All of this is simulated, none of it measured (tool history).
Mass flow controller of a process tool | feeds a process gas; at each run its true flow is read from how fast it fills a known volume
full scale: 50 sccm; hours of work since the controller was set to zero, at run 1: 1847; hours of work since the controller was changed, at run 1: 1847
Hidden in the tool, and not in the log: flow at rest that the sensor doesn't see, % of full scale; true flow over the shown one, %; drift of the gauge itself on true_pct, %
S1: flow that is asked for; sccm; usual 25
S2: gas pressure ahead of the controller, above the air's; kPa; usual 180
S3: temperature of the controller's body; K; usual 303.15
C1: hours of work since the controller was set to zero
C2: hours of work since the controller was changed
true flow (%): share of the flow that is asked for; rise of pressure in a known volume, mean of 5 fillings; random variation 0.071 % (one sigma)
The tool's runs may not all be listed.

run 1 hour=0 | S1=25 S2=180 S3=303.15 | C1=1847 C2=1847 | true_flow_(%)=100.94
run 2 hour=55.3 | S1=25 S2=180 S3=303.15 | C1=1889 C2=1889 | true_flow_(%)=100.91
run 3 hour=142.4 | S1=25 S2=180 S3=303.15 | C1=1955 C2=1955 | true_flow_(%)=101.1
run 4 hour=214.5 | S1=25 S2=180 S3=303.15 | C1=2009 C2=2009 | true_flow_(%)=101.1
run 5 hour=283 | S1=25 S2=180 S3=303.15 | C1=2061 C2=2061 | true_flow_(%)=101.1
run 6 hour=395.9 | S1=25 S2=180 S3=303.15 | C1=2147 C2=2147 | true_flow_(%)=101.14
run 7 hour=499.9 | S1=25 S2=170 S3=303.15 | C1=2226 C2=2226 | true_flow_(%)=101.27
run 8 hour=583.9 | S1=25 S2=170 S3=303.15 | C1=2290 C2=2290 | true_flow_(%)=101.31
run 9 hour=649.2 | S1=25 S2=180 S3=294.15 | C1=2339 C2=2339 | true_flow_(%)=100.47
run 10 hour=737 | S1=25 S2=180 S3=294.15 | C1=2406 C2=2406 | true_flow_(%)=100.73
run 11 hour=814.1 | S1=25 S2=180 S3=294.15 | C1=2464 C2=2464 | true_flow_(%)=100.84
run 12 hour=903.8 | S1=25 S2=180 S3=294.15 | C1=2532 C2=2532 | true_flow_(%)=100.74
run 13 hour=1004.5 | S1=25 S2=180 S3=294.15 | C1=2608 C2=2608 | true_flow_(%)=100.88
run 14 hour=1084.6 | S1=25 S2=180 S3=294.15 | C1=2669 C2=2669 | true_flow_(%)=100.81
run 15 hour=1166.3 | S1=25 S2=180 S3=294.15 | C1=2731 C2=2731 | true_flow_(%)=100.9
run 16 hour=1269.5 | S1=25 S2=182 S3=294.15 | C1=2809 C2=2809 | true_flow_(%)=100.97
-- hour=1276.4 controller's zero set anew
run 17 hour=1325.1 | S1=25 S2=182 S3=294.15 | C1=37 C2=2851 | true_flow_(%)=101.15
run 18 hour=1410.9 | S1=25 S2=182 S3=294.15 | C1=102 C2=2916 | true_flow_(%)=101.19
run 19 hour=1526.5 | S1=25 S2=180 S3=303.15 | C1=190 C2=3004 | true_flow_(%)=101.74
-- hour=1581.9 controller's zero set anew, once more
run 20 hour=1647.9 | S1=25 S2=180 S3=305.15 | C1=50 C2=3096 | true_flow_(%)=100.86
run 21 hour=1737.8 | S1=27 S2=147 S3=305.15 | C1=118 C2=3164 | true_flow_(%)=101.19
run 22 hour=1788.4 | S1=25 S2=180 S3=303.15 | C1=157 C2=3202 | true_flow_(%)=100.8
run 23 hour=1890.8 | S1=25 S2=169 S3=309.15 | C1=234 C2=3280 | true_flow_(%)=101.35
run 24 hour=1969.4 | S1=25 S2=267 S3=303.15 | C1=294 C2=3339 | true_flow_(%)=100.43
run 25 hour=2049.3 | S1=9 S2=180 S3=296.15 | C1=354 C2=3400 | true_flow_(%)=100.5
run 26 hour=2139.1 | S1=21 S2=145 S3=302.15 | C1=423 C2=3468 | true_flow_(%)=100.97
run 27 hour=2230.3 | S1=21 S2=145 S3=302.15 | C1=492 C2=3537 | true_flow_(%)=101.14
run 28 hour=2340.7 | S1=42 S2=275 S3=312.15 | C1=575 C2=3621 | true_flow_(%)=101.38
run 29 hour=2453.7 | S1=25 S2=180 S3=301.15 | C1=661 C2=3706 | true_flow_(%)=100.98
run 30 hour=2506.9 | S1=25 S2=251 S3=303.15 | C1=701 C2=3747 | true_flow_(%)=100.94
run 31 hour=2615.5 | S1=13 S2=180 S3=303.15 | C1=784 C2=3829 | true_flow_(%)=101.23
run 32 hour=2692.4 | S1=42 S2=223 S3=299.15 | C1=842 C2=3887 | true_flow_(%)=100.84
run 33 hour=2788.5 | S1=42 S2=223 S3=299.15 | C1=915 C2=3960 | true_flow_(%)=100.9
run 34 hour=2875.7 | S1=42 S2=223 S3=299.15 | C1=981 C2=4026 | true_flow_(%)=100.91
run 35 hour=2983.1 | S1=42 S2=171 S3=313.15 | C1=1062 C2=4108 | true_flow_(%)=102.09
run 36 hour=3083.1 | S1=35 S2=271 S3=313.15 | C1=1138 C2=4184 | true_flow_(%)=101.64
run 37 hour=3192 | S1=6 S2=201 S3=313.15 | C1=1221 C2=4266 | true_flow_(%)=103.41
run 38 hour=3257.5 | S1=6 S2=201 S3=313.15 | C1=1270 C2=4316 | true_flow_(%)=103.46
run 39 hour=3330.5 | S1=6 S2=201 S3=313.15 | C1=1326 C2=4371 | true_flow_(%)=103.46

Forecast each of these 5 alternatives for the next run:
run A hour=3405.1 | S1=7 S2=180 S3=303.15 | C1=1382 C2=4428 | true_flow_(%)=?
run B hour=3405.1 | S1=7 S2=169 S3=298.15 | C1=1382 C2=4428 | true_flow_(%)=?
run C hour=3405.1 | S1=23 S2=149 S3=294.15 | C1=1382 C2=4428 | true_flow_(%)=?
run D hour=3405.1 | S1=6 S2=204 S3=313.15 | C1=1382 C2=4428 | true_flow_(%)=?
run E hour=3405.1 | S1=6 S2=245 S3=298.15 | C1=1382 C2=4428 | true_flow_(%)=?

run=A true_flow_(%)=102.69
run=B true_flow_(%)=102.42
run=C true_flow_(%)=101.07
run=D true_flow_(%)=103.62
run=E true_flow_(%)=102.34
Without the tool's hidden state the same runs would have given:
run=A true_flow_(%)=99.72
run=B true_flow_(%)=99.46
run=C true_flow_(%)=99.52
run=D true_flow_(%)=100.31
run=E true_flow_(%)=99.04

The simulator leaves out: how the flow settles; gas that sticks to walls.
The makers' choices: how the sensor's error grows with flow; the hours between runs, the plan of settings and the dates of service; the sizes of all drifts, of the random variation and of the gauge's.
